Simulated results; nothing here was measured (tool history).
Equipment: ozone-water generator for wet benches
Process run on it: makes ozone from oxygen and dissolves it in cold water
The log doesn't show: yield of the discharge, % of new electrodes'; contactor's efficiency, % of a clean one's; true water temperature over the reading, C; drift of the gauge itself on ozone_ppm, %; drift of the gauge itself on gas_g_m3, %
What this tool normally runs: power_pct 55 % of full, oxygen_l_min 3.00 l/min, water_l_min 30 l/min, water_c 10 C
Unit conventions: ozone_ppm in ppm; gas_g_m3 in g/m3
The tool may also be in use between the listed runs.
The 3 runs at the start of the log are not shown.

run    hour  power_pct  oxygen_l_min  water_l_min  water_c  hours of work since the electrodes were changed  hours of work since the contactor was cleaned  hours of work since the thermometer was calibrated  ozone_ppm  gas_g_m3
  4   532.8         49          3.00           30       10                                             2251                                            288                                                 487       11.4     170.9
  5   674.4         55          3.00           29       10                                             2372                                            409                                                 608       12.3     180.7
  6   836.6         55          3.00           29       10                                             2510                                            547                                                 746       12.6     180.8
  7   962.3         55          3.00           29       10                                             2617                                            654                                                 853       12.4     180.8
  8  1111.3         55          3.00           29       10                                             2744                                            781                                                 980       12.5     181.6
  9  1219.0         55          3.00           29       10                                             2836                                            873                                                1072       12.5     182.3
 10  1422.9         95          3.00           29       10                                             3009                                           1046                                                1246       16.5     239.1
 11  1574.4         95          3.00           29       10                                             3138                                           1175                                                1375       16.4     241.6
 12  1747.7         95          3.00           29       10                                             3286                                           1323                                                1522       16.5     241.6
 13  1882.3         55          3.00           30       10                                             3401                                           1438                                                1637       11.9     183.5
 14  1994.0         55          3.00           30       10                                             3496                                           1533                                                1732       11.9     185.9
 15  2154.6         55          3.00           30       10                                             3633                                           1670                                                1869       12.0     186.5
     2341.9  -- gauge calibrated
 16  2356.4         55          3.00           30       10                                             3805                                           1842                                                2041       11.8     179.5
 17  2512.1         55          3.00           27       10                                             3937                                           1974                                                2174       13.2     179.5
 18  2645.3         55          3.00           27       10                                             4051                                           2088                                                2287       13.2     179.8
 19  2777.8         55          3.00           27       10                                             4164                                           2201                                                2400       13.4     180.8
 20  2911.1         55          3.00           27       10                                             4277                                           2314                                                2514       13.4     178.6
 21  3107.3         89          3.00           27        6                                             4444                                           2481                                                2681       17.4     233.8
 22  3271.9         89          1.95           30        6                                             4585                                           2622                                                2821       14.6     310.2
 23  3461.7         89          1.95           46        6                                             4746                                           2783                                                2983        8.5     308.8
 24  3663.2         96          4.60           46        7                                             4918                                           2955                                                3155       10.6     180.5
 25  3776.4         55          1.89           30       10                                             5015                                           3052                                                3251       11.3     247.6

The next listed run, before its measurement:
 26  3940.7         55          1.89           30        9                                             5155                                           3192                                                3391          ?         ?

{"run 26": {"ozone_ppm": 11.0, "gas_g_m3": 248.5}}
If the tool had no hidden condition, the same run with the same run-to-run variation would have returned ozone_ppm 11.0 ppm, gas_g_m3 243.9 g/m3.
